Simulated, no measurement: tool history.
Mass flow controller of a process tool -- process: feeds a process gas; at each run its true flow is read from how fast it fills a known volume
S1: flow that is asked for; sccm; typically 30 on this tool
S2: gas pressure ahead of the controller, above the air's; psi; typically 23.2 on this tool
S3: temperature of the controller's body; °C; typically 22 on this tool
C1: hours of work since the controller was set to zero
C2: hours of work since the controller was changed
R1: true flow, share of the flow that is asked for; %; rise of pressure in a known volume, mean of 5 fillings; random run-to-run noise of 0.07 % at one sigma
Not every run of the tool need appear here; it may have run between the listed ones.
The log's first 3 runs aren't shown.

| run | hour | S1 | S2 | S3 | C1 | C2 | R1 |
|---|---|---|---|---|---|---|---|
| 4 | 1440.1 | 30 | 38.1 | 22 | 4326 | 4326 | 101.91 |
| 5 | 1872.6 | 30 | 24.2 | 22 | 4614 | 4614 | 101.58 |
| 6 | 2316.3 | 56 | 24.2 | 22 | 4909 | 4909 | 101.07 |
| 7 | 2681.7 | 56 | 36.4 | 22 | 5153 | 5153 | 101.51 |
| 8 | 3010.1 | 56 | 36.4 | 22 | 5371 | 5371 | 101.63 |
| 9 | 3575.6 | 30 | 23.2 | 22 | 5748 | 5748 | 102.27 |
| 10 | 4055.8 | 30 | 23.2 | 22 | 6067 | 6067 | 102.47 |
| 11 | 4608.0 | 30 | 38.6 | 22 | 6435 | 6435 | 103.31 |
| 12 | 5169.3 | 30 | 38.6 | 22 | 6809 | 6809 | 103.78 |
|  | 5227.8 | controller's zero set anew |
| 13 | 5434.9 | 30 | 38.6 | 22 | 138 | 6985 | 100.89 |
| 14 | 5734.3 | 32 | 23.2 | 22 | 337 | 7184 | 100.46 |
|  | 5914.5 | controller exchanged for a calibrated one |
| 15 | 6007.9 | 19 | 23.2 | 22 | 62 | 62 | 98.47 |
| 16 | 6339.9 | 19 | 23.2 | 22 | 283 | 283 | 98.75 |
| 17 | 6822.9 | 19 | 23.2 | 22 | 605 | 605 | 99.21 |
| 18 | 7348.8 | 19 | 23.2 | 22 | 955 | 955 | 99.48 |
| 19 | 7619.1 | 30 | 32.3 | 22 | 1135 | 1135 | 99.91 |
| 20 | 8000.3 | 30 | 23.2 | 31 | 1389 | 1389 | 100.29 |
| 21 | 8295.8 | 30 | 23.2 | 31 | 1585 | 1585 | 100.48 |
| 22 | 8667.7 | 30 | 23.2 | 31 | 1833 | 1833 | 100.75 |
| 23 | 9103.5 | 30 | 23.2 | 22 | 2123 | 2123 | 99.97 |
| 24 | 9581.4 | 19 | 23.2 | 22 | 2441 | 2441 | 100.73 |
| 25 | 10013.8 | 30 | 38.9 | 20 | 2729 | 2729 | 100.88 |
| 26 | 10424.7 | 30 | 28.3 | 21 | 3002 | 3002 | 100.68 |
| 27 | 10738.3 | 30 | 28.3 | 21 | 3211 | 3211 | 100.85 |

The next listed run, before its measurement:
| 28 | 11178.7 | 15 | 21.8 | 20 | 3504 | 3504 | ? |

Run 28 came out at R1 102.06 %.
If the tool had no hidden condition, the same run with the same run-to-run variation would have returned R1 98.22 %.
